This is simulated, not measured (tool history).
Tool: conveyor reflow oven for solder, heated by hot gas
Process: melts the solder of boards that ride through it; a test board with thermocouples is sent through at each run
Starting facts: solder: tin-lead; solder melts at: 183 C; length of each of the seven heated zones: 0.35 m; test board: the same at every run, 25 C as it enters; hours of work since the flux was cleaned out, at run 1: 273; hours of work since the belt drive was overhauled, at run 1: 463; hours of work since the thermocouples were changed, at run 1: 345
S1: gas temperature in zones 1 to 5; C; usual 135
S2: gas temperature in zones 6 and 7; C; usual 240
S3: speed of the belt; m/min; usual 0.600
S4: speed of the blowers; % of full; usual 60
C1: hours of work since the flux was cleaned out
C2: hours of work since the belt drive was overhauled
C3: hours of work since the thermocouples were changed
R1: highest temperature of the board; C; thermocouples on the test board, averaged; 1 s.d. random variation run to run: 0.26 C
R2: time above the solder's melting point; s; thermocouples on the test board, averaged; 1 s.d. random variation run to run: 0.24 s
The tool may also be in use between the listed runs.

| run | day | S1 | S2 | S3 | S4 | C1 | C2 | C3 | R1 | R2 |
|---|---|---|---|---|---|---|---|---|---|---|
| 1 | 0.000 | 135 | 240 | 0.600 | 60 | 273 | 463 | 345 | 214.9 | 49.1 |
| 2 | 1.104 | 135 | 240 | 0.600 | 60 | 285 | 474 | 356 | 215.3 | 49.3 |
| 3 | 2.442 | 135 | 240 | 0.600 | 60 | 298 | 488 | 370 | 215.8 | 49.5 |
| 4 | 3.900 | 122 | 240 | 0.600 | 60 | 313 | 503 | 385 | 211.9 | 43.1 |
| 5 | 5.783 | 122 | 240 | 0.600 | 60 | 333 | 522 | 404 | 212.0 | 42.7 |
| 6 | 7.538 | 122 | 240 | 0.600 | 60 | 351 | 540 | 422 | 211.8 | 42.9 |
| 7 | 9.496 | 135 | 240 | 0.600 | 60 | 371 | 560 | 442 | 214.4 | 49.6 |
| 8 | 11.379 | 135 | 240 | 0.600 | 60 | 390 | 580 | 462 | 214.8 | 49.1 |
| 9 | 12.633 | 135 | 240 | 0.600 | 60 | 403 | 592 | 475 | 215.0 | 48.8 |
| 10 | 14.708 | 135 | 240 | 0.485 | 60 | 424 | 614 | 496 | 223.2 | 69.1 |
| 11 | 15.612 | 135 | 240 | 0.600 | 60 | 434 | 623 | 505 | 215.3 | 49.2 |
|  | 16.771 | flux residue cleaned out of gas plates and filters |
| 12 | 17.225 | 135 | 240 | 0.600 | 60 | 5 | 637 | 520 | 217.3 | 51.8 |
| 13 | 19.117 | 135 | 240 | 0.600 | 60 | 24 | 657 | 539 | 217.2 | 51.3 |
| 14 | 20.117 | 135 | 240 | 0.600 | 60 | 34 | 667 | 549 | 217.4 | 51.5 |
|  | 20.396 | belt drive overhauled, speed set with a stopwatch |
| 15 | 21.550 | 135 | 240 | 0.600 | 60 | 47 | 12 | 562 | 217.1 | 51.1 |
| 16 | 22.850 | 124 | 240 | 0.720 | 63 | 61 | 25 | 576 | 207.6 | 32.2 |

Run 17 is up next; what results do you expect?
| 17 | 23.792 | 125 | 240 | 0.677 | 61 | 70 | 35 | 585 | ? | ? |

Run 17 yielded R1 210.0 C, R2 37.3 s.
Were there no unlogged condition in the tool, this run, its random variation unchanged, would have produced R1 208.9 C, R2 35.5 s.

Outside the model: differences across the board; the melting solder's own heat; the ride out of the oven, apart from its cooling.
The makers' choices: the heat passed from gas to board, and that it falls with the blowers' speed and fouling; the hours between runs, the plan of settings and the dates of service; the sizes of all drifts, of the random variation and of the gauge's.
